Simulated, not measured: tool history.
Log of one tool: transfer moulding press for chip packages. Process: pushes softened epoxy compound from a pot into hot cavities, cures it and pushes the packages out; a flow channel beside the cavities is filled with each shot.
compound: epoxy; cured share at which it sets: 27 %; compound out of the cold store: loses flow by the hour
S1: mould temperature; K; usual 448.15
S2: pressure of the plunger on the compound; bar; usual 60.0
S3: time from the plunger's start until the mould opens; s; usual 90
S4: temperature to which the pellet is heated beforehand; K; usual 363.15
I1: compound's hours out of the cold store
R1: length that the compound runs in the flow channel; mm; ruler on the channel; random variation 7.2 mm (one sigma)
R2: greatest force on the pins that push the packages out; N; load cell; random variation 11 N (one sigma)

run     day      S1    S2   S3      S4    I1   R1    R2
  1   0.000  448.15  60.0   90  363.15  26.5  855   786
  2   1.508  448.15  60.0   90  363.15  28.4  850  1047
      4.267  -- cavities cleaned with cleaning compound and waxed
  3   4.408  448.15  60.0   90  363.15  13.6  878   599
  4   5.683  448.15  60.0   90  363.15  36.0  829   909
  5   6.933  448.15  66.9   90  363.15  14.6  912  1088
  6   8.683  448.15  66.9   90  363.15  29.7  884  1195
      9.383  -- cavities cleaned with cleaning compound and waxed
     10.408  -- plunger's sealing rings changed
  7  11.592  448.15  66.9   90  363.15  32.8  929  1038
  8  14.317  448.15  66.9   90  363.15  29.2  941  1210
     14.617  -- cavities cleaned with cleaning compound and waxed
  9  17.200  448.15  66.9   90  363.15  22.6  959  1055
 10  18.846  448.15  60.0  121  363.15  33.9  878   908
     19.625  -- cavities cleaned with cleaning compound and waxed
 11  20.171  448.15  60.0   90  363.15  39.2  842   693
 12  21.438  448.15  60.0   90  363.15  39.2  854   969
 13  22.900  448.15  60.0   90  363.15  45.4  831  1130
 14  24.383  448.15  60.0   90  363.15  14.9  904  1251
     24.817  -- cavities cleaned with cleaning compound and waxed
 15  27.192  448.15  60.0   90  363.15  36.1  841  1016
 16  28.575  441.15  60.0  113  358.15  16.3  917  1207
     29.804  -- cavities cleaned with cleaning compound and waxed
 17  31.633  441.15  60.0  113  358.15  35.6  875   983
 18  33.588  441.15  60.0  113  370.15  12.6  923  1167
     34.892  -- cavities cleaned with cleaning compound and waxed
 19  36.308  445.15  56.2  126  357.15  20.3  850   701
 20  38.654  445.15  56.2  126  357.15  16.2  846   929
     39.933  -- cavities cleaned with cleaning compound and waxed
 21  39.933  445.15  56.2  126  355.15  14.6  835   429
 22  42.929  445.15  56.2  126  355.15  46.6  789   870
     43.304  -- plunger's sealing rings changed
     45.021  -- cavities cleaned with cleaning compound and waxed
 23  45.312  443.15  56.2  122  355.15  25.3  885   554
 24  47.933  443.15  56.2  122  355.15  44.4  849   926
     48.417  -- mould's thermocouples calibrated
     50.108  -- cavities cleaned with cleaning compound and waxed
 25  50.883  443.15  56.2  122  355.15  34.0  849   594
 26  52.512  450.15  59.7   90  363.15  37.1  863   921
 27  54.412  448.15  67.3   73  360.15  38.0  896  1753
     55.162  -- cavities cleaned with cleaning compound and waxed
 28  56.254  448.15  53.2   90  355.15  28.5  808   780
 29  58.788  448.15  53.2   75  355.15  32.0  798  1703

Some steps in R1 between neighbouring runs. How much of each would the tool show without its hidden state too (settings, what came in, random variation), and how much is left for the hidden state, with any gauge scatter that isn't in both results?
The hidden state here: true mould temperature over the reading, C; pressure that reaches the compound, % of what is set; grip of the stained cavities, % over clean ones'; drift of the gauge itself on flow_mm, %; drift of the gauge itself on push_out_n, %.
Run 6 -> 7: cavities cleaned with cleaning compound and waxed, plunger's sealing rings changed. R1 +45 mm: hidden state +54, all else -9.
Run 22 -> 23: S1 445.15 -> 443.15, S3 126 -> 122, plunger's sealing rings changed, cavities cleaned with cleaning compound and waxed. R1 +96 mm: hidden state +52, all else +44.
Run 27 -> 28: S2 67.3 -> 53.2, S3 73 -> 90, S4 360.15 -> 355.15, cavities cleaned with cleaning compound and waxed. R1 -88 mm: hidden state -1, all else -87.

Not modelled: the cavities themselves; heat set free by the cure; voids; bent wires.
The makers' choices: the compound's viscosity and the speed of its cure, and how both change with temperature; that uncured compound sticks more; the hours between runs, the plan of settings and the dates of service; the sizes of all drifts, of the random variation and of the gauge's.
